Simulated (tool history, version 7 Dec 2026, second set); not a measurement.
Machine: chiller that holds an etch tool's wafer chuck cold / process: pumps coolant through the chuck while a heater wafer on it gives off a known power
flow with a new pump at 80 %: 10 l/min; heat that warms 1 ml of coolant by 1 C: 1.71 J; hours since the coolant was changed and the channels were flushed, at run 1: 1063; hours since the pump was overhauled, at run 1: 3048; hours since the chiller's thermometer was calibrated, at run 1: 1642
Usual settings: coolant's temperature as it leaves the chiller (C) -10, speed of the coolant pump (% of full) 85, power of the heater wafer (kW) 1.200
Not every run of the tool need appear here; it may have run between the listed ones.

| run | hour | coolant's temperature as it leaves the chiller (C) | speed of the coolant pump (% of full) | power of the heater wafer (kW) | hours since the coolant was changed and the channels were flushed | hours since the pump was overhauled | hours since the chiller's thermometer was calibrated | chuck's temperature once it has settled (C) | how much warmer the coolant comes back (C) |
|---|---|---|---|---|---|---|---|---|---|
| 1 | 0.0 | -10 | 85 | 1.200 | 1063 | 3048 | 1642 | 0.7 | 4.36 |
| 2 | 153.8 | -10 | 85 | 1.200 | 1217 | 3201 | 1796 | 0.8 | 4.36 |
| 3 | 247.2 | -10 | 85 | 1.200 | 1311 | 3295 | 1890 | 1.0 | 4.40 |
| 4 | 367.1 | -10 | 85 | 1.200 | 1431 | 3415 | 2010 | 0.9 | 4.44 |
| 5 | 484.6 | -10 | 85 | 1.200 | 1548 | 3532 | 2127 | 1.3 | 4.42 |
| 6 | 624.8 | -10 | 85 | 1.200 | 1688 | 3672 | 2267 | 1.3 | 4.46 |
| 7 | 795.5 | -10 | 85 | 1.200 | 1859 | 3843 | 2438 | 1.6 | 4.52 |
| 8 | 902.8 | -10 | 85 | 1.200 | 1966 | 3950 | 2545 | 1.5 | 4.45 |
| 9 | 998.8 | -10 | 85 | 1.200 | 2062 | 4046 | 2641 | 1.7 | 4.51 |
| 10 | 1094.8 | -10 | 85 | 1.200 | 2158 | 4142 | 2737 | 1.9 | 4.53 |
| 11 | 1174.8 | -10 | 85 | 1.200 | 2238 | 4222 | 2817 | 1.9 | 4.56 |
| 12 | 1298.1 | -10 | 85 | 1.200 | 2362 | 4346 | 2940 | 2.0 | 4.57 |
| 13 | 1385.5 | -9 | 85 | 1.200 | 2449 | 4433 | 3028 | 3.0 | 4.60 |
| 14 | 1532.2 | -9 | 85 | 1.200 | 2596 | 4580 | 3175 | 3.3 | 4.57 |
| 15 | 1629.3 | -9 | 85 | 1.200 | 2693 | 4677 | 3272 | 3.4 | 4.63 |
| 16 | 1716.9 | -9 | 85 | 1.200 | 2780 | 4765 | 3359 | 3.3 | 4.61 |
| 17 | 1868.2 | -9 | 85 | 1.200 | 2932 | 4916 | 3511 | 3.6 | 4.67 |
| 18 | 1989.0 | -2 | 74 | 1.498 | 3053 | 5037 | 3631 | 15.7 | 6.75 |
| 19 | 2090.5 | -2 | 74 | 0.829 | 3154 | 5138 | 3733 | 8.2 | 3.77 |
|  | 2129.5 | chiller's thermometer calibrated |
| 20 | 2196.0 | -2 | 74 | 0.829 | 3258 | 5243 | 66 | 8.7 | 3.75 |
| 21 | 2348.2 | -15 | 64 | 0.618 | 3411 | 5395 | 219 | -5.6 | 3.24 |
| 22 | 2440.9 | -15 | 64 | 0.618 | 3503 | 5487 | 311 | -5.4 | 3.36 |
| 23 | 2593.4 | -1 | 85 | 1.775 | 3656 | 5640 | 464 | 18.8 | 7.06 |
| 24 | 2730.8 | -1 | 77 | 1.370 | 3793 | 5777 | 601 | 16.2 | 6.02 |
| 25 | 2813.2 | -1 | 77 | 1.370 | 3876 | 5860 | 684 | 16.1 | 6.05 |
| 26 | 2908.0 | -1 | 100 | 1.786 | 3970 | 5955 | 779 | 16.9 | 6.10 |
|  | 2978.1 | coolant changed, channels flushed |
| 27 | 3011.5 | -4 | 63 | 0.707 | 33 | 6052 | 876 | 5.9 | 3.90 |
|  | 3087.3 | chiller's thermometer calibrated, once more |
|  | 3140.1 | coolant pump overhauled |
| 28 | 3180.7 | -10 | 62 | 1.200 | 197 | 41 | 88 | 2.6 | 5.43 |
| 29 | 3261.2 | -10 | 62 | 1.200 | 277 | 121 | 169 | 2.6 | 5.57 |
| 30 | 3336.2 | 0 | 69 | 1.398 | 352 | 196 | 244 | 13.5 | 5.75 |
| 31 | 3433.1 | 0 | 69 | 1.398 | 449 | 293 | 341 | 13.6 | 5.77 |
| 32 | 3516.7 | 0 | 69 | 1.398 | 533 | 377 | 424 | 13.5 | 5.80 |
| 33 | 3603.5 | -10 | 80 | 1.122 | 619 | 463 | 511 | -0.4 | 4.06 |

Predict each of these 3 candidate next runs independently; none follows another, all start after run 33:
| A | 3753.1 | -15 | 80 | 1.122 | 769 | 613 | 661 | ? | ? |
| B | 3753.1 | -10 | 85 | 1.200 | 769 | 613 | 661 | ? | ? |
| C | 3753.1 | -11 | 97 | 0.955 | 769 | 613 | 661 | ? | ? |

| run | chuck's temperature once it has settled (C) | how much warmer the coolant comes back (C) |
|---|---|---|
| A | -5.3 | 4.06 |
| B | -0.2 | 4.06 |
| C | -3.8 | 2.88 |
Stripped of hidden state, with their random variation kept, the same runs would have yielded:
| run | chuck's temperature once it has settled (C) | how much warmer the coolant comes back (C) |
|---|---|---|
| A | -5.9 | 3.95 |
| B | -0.8 | 3.95 |
| C | -4.3 | 2.81 |
